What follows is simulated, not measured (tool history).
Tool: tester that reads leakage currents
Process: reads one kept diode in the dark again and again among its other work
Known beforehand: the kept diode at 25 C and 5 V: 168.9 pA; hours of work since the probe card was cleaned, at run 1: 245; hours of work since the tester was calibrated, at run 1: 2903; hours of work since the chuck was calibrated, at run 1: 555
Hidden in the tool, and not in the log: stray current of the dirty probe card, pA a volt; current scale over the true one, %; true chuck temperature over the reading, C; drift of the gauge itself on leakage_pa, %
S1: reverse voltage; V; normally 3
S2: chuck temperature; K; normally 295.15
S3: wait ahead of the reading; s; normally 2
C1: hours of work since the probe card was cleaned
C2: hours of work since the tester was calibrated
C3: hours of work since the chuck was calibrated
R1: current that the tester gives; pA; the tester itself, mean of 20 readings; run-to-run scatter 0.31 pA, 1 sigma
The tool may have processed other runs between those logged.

| run | day | S1 | S2 | S3 | C1 | C2 | C3 | R1 |
|---|---|---|---|---|---|---|---|---|
| 1 | 0 | 3 | 295.15 | 2 | 245 | 2903 | 555 | 100.38 |
| 2 | 3.071 | 3 | 295.15 | 2 | 300 | 2957 | 610 | 100.38 |
| 3 | 8.5 | 3 | 295.15 | 2 | 397 | 3054 | 707 | 100.3 |
| 4 | 13.721 | 3 | 311.15 | 2 | 490 | 3147 | 800 | 335.01 |
| 5 | 19.108 | 3 | 311.15 | 2 | 586 | 3243 | 896 | 333.3 |
| 6 | 25.242 | 3 | 295.15 | 1.93 | 695 | 3352 | 1005 | 100.53 |
| 7 | 28.508 | 3 | 295.15 | 1.93 | 754 | 3411 | 1063 | 100.74 |
| 8 | 32.6 | 3 | 295.15 | 1.93 | 826 | 3484 | 1136 | 100.6 |
| 9 | 35.871 | 3 | 295.15 | 1.93 | 885 | 3542 | 1195 | 100.56 |
| 10 | 41.338 | 3 | 296.15 | 2 | 982 | 3639 | 1292 | 108.2 |
|  | 45.546 | probe card cleaned and baked |
|  | 46.642 | chuck's temperature calibrated |
| 11 | 47.108 | 3 | 295.15 | 2 | 26 | 3738 | 8 | 100.81 |
| 12 | 51.333 | 3 | 295.15 | 2 | 102 | 3814 | 84 | 100.67 |
| 13 | 54.796 | 3 | 295.15 | 2 | 163 | 3875 | 145 | 99.7 |
| 14 | 61.325 | 3 | 295.15 | 2 | 280 | 3992 | 262 | 100.71 |
| 15 | 68.758 | 3 | 295.15 | 0.7 | 412 | 4124 | 394 | 101.64 |
| 16 | 72.067 | 3 | 295.15 | 0.7 | 471 | 4183 | 453 | 100.85 |
| 17 | 76.958 | 13.42 | 295.15 | 2 | 558 | 4270 | 540 | 234.88 |
| 18 | 81.554 | 3 | 295.15 | 2 | 640 | 4352 | 622 | 100.23 |
| 19 | 85.796 | 3 | 295.15 | 2 | 716 | 4428 | 698 | 100.64 |
| 20 | 92.496 | 3 | 295.15 | 0.35 | 835 | 4547 | 817 | 102.77 |
| 21 | 96.767 | 3 | 295.15 | 0.35 | 911 | 4623 | 893 | 102.41 |
| 22 | 100.188 | 3 | 295.15 | 0.35 | 972 | 4684 | 954 | 102 |
|  | 104.812 | probe card cleaned and baked |
| 23 | 106.067 | 3 | 295.15 | 5.17 | 22 | 4787 | 1057 | 100.22 |
|  | 109.042 | tester calibrated |
| 24 | 110.55 | 2.37 | 304.15 | 3.18 | 101 | 27 | 1135 | 175.17 |
| 25 | 117.454 | 3 | 295.15 | 1.01 | 224 | 150 | 1258 | 100.84 |
| 26 | 121.517 | 8.3 | 299.15 | 5.14 | 296 | 222 | 1331 | 243.16 |
|  | 124.65 | chuck's temperature calibrated |
| 27 | 126.271 | 3 | 294.15 | 2 | 379 | 306 | 29 | 92.52 |
| 28 | 131.575 | 1.4 | 331.15 | 6 | 474 | 400 | 123 | 834.15 |
| 29 | 137.104 | 1.4 | 331.15 | 6 | 573 | 499 | 222 | 838.24 |
| 30 | 143.421 | 1.4 | 331.15 | 6 | 685 | 611 | 335 | 833.62 |
| 31 | 148.262 | 3.16 | 323.15 | 2.8 | 771 | 698 | 421 | 787.32 |
| 32 | 153.875 | 3.16 | 323.15 | 2.8 | 871 | 798 | 521 | 783.75 |
| 33 | 159.942 | 1.93 | 293.15 | 2 | 980 | 906 | 629 | 67.04 |
|  | 163.962 | probe card cleaned and baked |
| 34 | 163.962 | 1.93 | 293.15 | 2 | 0 | 975 | 698 | 66.68 |
| 35 | 168.646 | 1.93 | 293.15 | 2.11 | 83 | 1059 | 782 | 66.21 |
| 36 | 175.808 | 1.93 | 293.15 | 2.11 | 211 | 1186 | 910 | 66.67 |
| 37 | 179.492 | 1.93 | 293.15 | 2.11 | 277 | 1252 | 975 | 66.48 |
| 38 | 183.158 | 1.93 | 293.15 | 2.11 | 342 | 1317 | 1041 | 66.61 |
| 39 | 189.688 | 1.5 | 314.15 | 2.34 | 458 | 1434 | 1157 | 278.17 |
| 40 | 195.017 | 1.5 | 314.15 | 2.34 | 553 | 1529 | 1252 | 280.3 |

Describe how what the log doesn't record of the tool's condition differs between the last listed run preceding each entry between runs and the first listed run following it.
After run 10, before run 11: probe card cleaned and baked (day 45.546); chuck's temperature calibrated (day 46.642)
  stray current of the dirty probe card, pA a volt: 0.038 -> 0.021; true chuck temperature over the reading, C: 0.01 -> 0
After run 22, before run 23: probe card cleaned and baked (day 104.812)
  stray current of the dirty probe card, pA a volt: 0.039 -> 0.02
After run 23, before run 24: tester calibrated (day 109.042)
  stray current of the dirty probe card, pA a volt: 0.02 -> 0.022; current scale over the true one, %: -0.02 -> 0
After run 26, before run 27: chuck's temperature calibrated (day 124.65)
  stray current of the dirty probe card, pA a volt: 0.026 -> 0.027; true chuck temperature over the reading, C: 0.01 -> 0
After run 33, before run 34: probe card cleaned and baked (day 163.962)
  stray current of the dirty probe card, pA a volt: 0.039 -> 0.02
